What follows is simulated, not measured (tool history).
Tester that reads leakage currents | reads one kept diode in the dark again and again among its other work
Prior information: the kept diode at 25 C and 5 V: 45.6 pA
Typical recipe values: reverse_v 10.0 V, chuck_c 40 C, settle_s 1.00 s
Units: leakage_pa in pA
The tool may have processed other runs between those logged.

run    hour  reverse_v  chuck_c  settle_s  leakage_pa
  1     0.0       10.0       40      1.00      211.57
  2   139.8       10.0       40      1.00      210.80
  3   281.7       10.0       40      1.00      210.46
  4   481.8       10.0       40      1.00      210.94
      592.2  -- probe card cleaned and baked
  5   653.3       10.0       27      1.00       77.49
  6   868.6        1.5       27      1.00       30.91
  7   979.6        2.0       40      1.00       98.51
  8  1165.0        2.0       40      1.00       97.98
  9  1312.5        2.4       40      1.00      106.80
 10  1461.2        2.4       40      1.00      106.97
 11  1675.7        2.4       40      1.00      107.19
 12  1766.0        1.3       40      1.00       79.87
 13  1972.5        1.3       40      1.00       80.12
 14  2165.9       10.0       40      1.00      211.54
 15  2332.9       10.0       40      1.00      212.26
     2531.8  -- probe card cleaned and baked
 16  2549.6       10.0       40      1.00      208.92
 17  2714.8       10.0       40      1.00      211.24
 18  2906.0       10.0       40      1.00      210.59
 19  3023.6       10.0       40      1.00      209.99
 20  3226.4       10.0       40      1.00      211.00
 21  3340.5       10.0       40      1.00      209.45
 22  3457.0       10.0       40      1.00      210.91
 23  3568.3        4.1       44      2.41      184.81
     3689.2  -- tester calibrated
     3744.7  -- chuck's temperature calibrated
 24  3765.7        4.1       44      2.41      185.12
 25  3976.7       16.7       60      6.10     1097.48
 26  4117.2        5.1       60      2.40      628.92
 27  4237.2        8.2       60      6.27      787.93
 28  4434.5       10.8       29      2.04       92.90
     4486.0  -- probe card cleaned and baked
 29  4528.8       10.0       58      0.82      758.05
 30  4619.0        1.1       53      2.52      189.58
 31  4770.5        2.9       57      1.00      395.47
 32  4900.2        2.6       52      0.41      266.81
 33  4994.6        2.6       52      0.41      265.45
 34  5173.2        1.1       39      6.28       68.58
 35  5287.1        3.0       39      0.53      111.21
 36  5500.9        7.6       26      0.82       63.11
 37  5624.7       10.0       26      0.33       77.18
 38  5730.9        2.1       22      1.00       24.36
 39  5876.6        2.1       22      1.00       24.13
 40  5994.1        1.4       50      1.00      171.08

4 options for the next run, each taken on its own from the tool as it stands now. Forecast them:
  A  6090.7       11.7       35      0.75           ?
  B  6090.7        1.4       26      8.13           ?
  C  6090.7        6.1       50      1.00           ?
  D  6090.7       10.0       31      5.93           ?

run  leakage_pa
  A      157.87
  B       27.38
  C      344.29
  D      104.06
Had the tool no hidden state, the same runs would have come out as:
run  leakage_pa
  A      157.76
  B       27.37
  C      344.17
  D      103.97
